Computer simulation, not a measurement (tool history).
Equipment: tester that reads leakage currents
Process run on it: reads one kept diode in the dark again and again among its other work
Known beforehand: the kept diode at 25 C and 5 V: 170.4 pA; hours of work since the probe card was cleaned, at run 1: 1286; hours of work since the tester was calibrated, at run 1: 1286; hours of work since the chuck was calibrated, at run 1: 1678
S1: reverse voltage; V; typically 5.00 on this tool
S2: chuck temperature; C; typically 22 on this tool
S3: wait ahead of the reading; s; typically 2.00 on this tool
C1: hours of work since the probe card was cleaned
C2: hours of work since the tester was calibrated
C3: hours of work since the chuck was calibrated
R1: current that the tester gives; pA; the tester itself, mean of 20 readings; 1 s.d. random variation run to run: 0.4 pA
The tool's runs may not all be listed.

Run 1, hour 0.0: usual settings; C1 1286; C2 1286; C3 1678. Result: R1 142.26 pA.
Run 2, hour 41.1: usual settings but S2 29 C; C1 1315; C2 1315; C3 1707. Result: R1 260.45 pA.
Run 3, hour 86.4: usual settings; C1 1348; C2 1348; C3 1740. Result: R1 142.65 pA.
Run 4, hour 128.7: usual settings but S2 36 C; C1 1378; C2 1378; C3 1770. Result: R1 466.38 pA.
Run 5, hour 181.4: usual settings but S2 21 C; C1 1416; C2 1416; C3 1808. Result: R1 132.03 pA.
Run 6, hour 240.7: usual settings; C1 1458; C2 1458; C3 1851. Result: R1 144.21 pA.
Run 7, hour 279.5: usual settings; C1 1486; C2 1486; C3 1878. Result: R1 143.78 pA.
Run 8, hour 343.3: usual settings; C1 1532; C2 1532; C3 1924. Result: R1 143.44 pA.
Run 9, hour 371.8: usual settings; C1 1552; C2 1552; C3 1944. Result: R1 144.04 pA.
Run 10, hour 411.3: usual settings; C1 1580; C2 1580; C3 1973. Result: R1 144.45 pA.
Run 11, hour 450.9: usual settings but S2 23 C; C1 1609; C2 1609; C3 2001. Result: R1 157.56 pA.
Run 12, hour 484.7: usual settings but S1 5.62 V; C1 1633; C2 1633; C3 2025. Result: R1 152.31 pA.
Run 13, hour 539.3: usual settings but S1 1.09 V; C1 1672; C2 1672; C3 2064. Result: R1 76.77 pA.
Run 14, hour 567.0: usual settings but S1 1.09 V; C1 1692; C2 1692; C3 2084. Result: R1 76.71 pA.
Run 15, hour 619.8: usual settings but S1 1.09 V; C1 1730; C2 1730; C3 2122. Result: R1 76.73 pA.
At hour 628.6: probe card cleaned and baked.
Run 16, hour 667.3: usual settings; C1 28; C2 1761; C3 2154. Result: R1 142.31 pA.
Run 17, hour 720.8: usual settings but S3 0.51 s; C1 66; C2 1800; C3 2192. Result: R1 144.90 pA.
Run 18, hour 754.4: usual settings but S3 0.51 s; C1 90; C2 1824; C3 2216. Result: R1 144.73 pA.
Run 19, hour 810.2: usual settings but S3 0.51 s; C1 130; C2 1864; C3 2256. Result: R1 145.61 pA.
Run 20, hour 868.4: usual settings but S1 19.75 V; C1 172; C2 1906; C3 2298. Result: R1 252.90 pA.
Run 21, hour 919.5: usual settings but S1 2.21 V; C1 208; C2 1942; C3 2335. Result: R1 102.75 pA.
Run 22, hour 963.8: usual settings but S1 14.16 V, S3 0.32 s; C1 240; C2 1974; C3 2366. Result: R1 230.98 pA.
Run 23, hour 998.1: usual settings but S1 14.16 V, S3 0.32 s; C1 265; C2 1998; C3 2391. Result: R1 232.13 pA.
Run 24, hour 1026.6: usual settings but S1 18.72 V, S2 37 C, S3 0.49 s; C1 285; C2 2019; C3 2411. Result: R1 893.94 pA.
At hour 1032.7: chuck's temperature calibrated.
Run 25, hour 1067.6: usual settings but S1 7.67 V, S2 33 C, S3 1.69 s; C1 313; C2 2047; C3 25. Result: R1 396.64 pA.
Run 26, hour 1119.1: usual settings but S1 7.67 V, S2 33 C, S3 1.69 s; C1 350; C2 2084; C3 62. Result: R1 396.91 pA.
Run 27, hour 1184.4: usual settings but S1 8.74 V, S2 36 C, S3 0.68 s; C1 397; C2 2130; C3 109. Result: R1 539.79 pA.
Run 28, hour 1245.3: usual settings but S1 8.74 V, S2 36 C, S3 0.68 s; C1 440; C2 2174; C3 152. Result: R1 541.73 pA.
Run 29, hour 1284.4: usual settings but S1 4.04 V, S2 31 C; C1 468; C2 2202; C3 180. Result: R1 260.71 pA.
Run 30, hour 1346.0: usual settings but S1 4.04 V, S2 36 C; C1 512; C2 2246; C3 224. Result: R1 395.56 pA.
Run 31, hour 1403.8: usual settings but S1 4.04 V, S2 45 C, S3 0.51 s; C1 554; C2 2288; C3 266. Result: R1 810.31 pA.
Run 32, hour 1448.5: usual settings but S1 3.70 V, S2 59 C, S3 1.18 s; C1 586; C2 2320; C3 298. Result: R1 2206.21 pA.
Run 33, hour 1489.9: usual settings but S1 1.10 V, S2 23 C, S3 1.14 s; C1 616; C2 2349; C3 327. Result: R1 76.36 pA.
Run 34, hour 1535.6: usual settings but S1 2.25 V, S2 23 C; C1 648; C2 2382; C3 360. Result: R1 103.06 pA.
Run 35, hour 1578.6: usual settings but S1 14.32 V, S2 23 C; C1 679; C2 2413; C3 391. Result: R1 222.93 pA.
Run 36, hour 1634.1: usual settings but S1 13.71 V, S3 5.13 s; C1 719; C2 2453; C3 431. Result: R1 200.15 pA.
Run 37, hour 1688.0: usual settings but S1 11.01 V, S2 46 C; C1 757; C2 2491; C3 469. Result: R1 1322.97 pA.
Run 38, hour 1717.6: usual settings but S1 11.01 V, S2 46 C; C1 779; C2 2512; C3 491. Result: R1 1324.56 pA.
Run 39, hour 1747.0: usual settings but S1 2.94 V, S2 46 C, S3 3.22 s; C1 800; C2 2533; C3 512. Result: R1 771.49 pA.
Run 40, hour 1780.1: usual settings but S1 10.80 V, S2 25 C, S3 3.22 s; C1 823; C2 2557; C3 535. Result: R1 239.00 pA.
Run 41, hour 1829.6: usual settings but S1 10.80 V, S2 25 C, S3 3.22 s; C1 859; C2 2593; C3 571. Result: R1 237.19 pA.

What if the next run were any one of these 3? Each begins from the tool's condition after run 41:
Run A, hour 1885.3: usual settings but S1 10.80 V, S2 56 C, S3 0.89 s; C1 899; C2 2633; C3 611. Result: R1 ?.
Run B, hour 1885.3: usual settings but S1 19.96 V, S2 25 C, S3 3.22 s; C1 899; C2 2633; C3 611. Result: R1 ?.
Run C, hour 1885.3: usual settings but S1 2.79 V; C1 899; C2 2633; C3 611. Result: R1 ?.

run       R1
  A  2788.13
  B   308.19
  C   103.84
Stripped of hidden state, with their random variation kept, the same runs would have yielded:
run       R1
  A  2791.82
  B   301.64
  C   103.01

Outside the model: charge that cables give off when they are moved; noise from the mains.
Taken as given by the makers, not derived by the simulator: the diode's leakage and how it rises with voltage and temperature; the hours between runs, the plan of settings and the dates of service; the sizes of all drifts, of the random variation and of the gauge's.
